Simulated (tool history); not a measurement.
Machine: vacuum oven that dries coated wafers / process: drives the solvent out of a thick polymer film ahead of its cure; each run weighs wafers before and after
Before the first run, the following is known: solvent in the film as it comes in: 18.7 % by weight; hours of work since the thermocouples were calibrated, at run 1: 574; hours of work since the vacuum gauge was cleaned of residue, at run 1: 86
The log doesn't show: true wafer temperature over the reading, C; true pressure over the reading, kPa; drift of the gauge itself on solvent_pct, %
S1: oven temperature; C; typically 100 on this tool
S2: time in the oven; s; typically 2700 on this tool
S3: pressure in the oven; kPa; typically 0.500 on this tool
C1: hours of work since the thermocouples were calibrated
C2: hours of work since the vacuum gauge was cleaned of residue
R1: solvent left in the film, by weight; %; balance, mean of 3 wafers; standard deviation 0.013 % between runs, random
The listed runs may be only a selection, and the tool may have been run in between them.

run,hour,S1,S2,S3,C1,C2,R1
1,0.0,100,2700,0.500,574,86,1.79
2,17.3,100,2700,0.500,581,94,1.83
3,30.0,100,4260,0.500,587,99,0.61
4,46.2,100,4260,0.500,594,106,0.61
5,60.9,100,4260,0.472,600,113,0.60
6,75.6,100,2700,1.912,606,119,2.14
7,92.8,100,2700,1.912,614,126,2.14
8,109.2,100,2700,1.912,621,134,2.11
9,118.8,100,2700,1.912,625,138,2.14
10,129.6,97,2700,0.500,630,142,2.51
11,140.0,97,2700,0.500,634,147,2.52
12,149.8,99,2700,1.068,638,151,2.13
13,159.2,99,2700,1.068,642,155,2.14
14,168.2,103,4140,0.363,646,159,0.38
15,178.0,108,3420,0.655,651,163,0.34
16,192.6,88,2160,0.745,657,170,6.53
17,208.4,112,2520,0.647,664,176,0.37

Run 18, settings as shown, results not yet in. Your forecast:
18,224.0,89,1560,0.532,671,183,?

R1: 7.86 %
With no hidden state in the tool, this same run would have given R1 8.24 %.
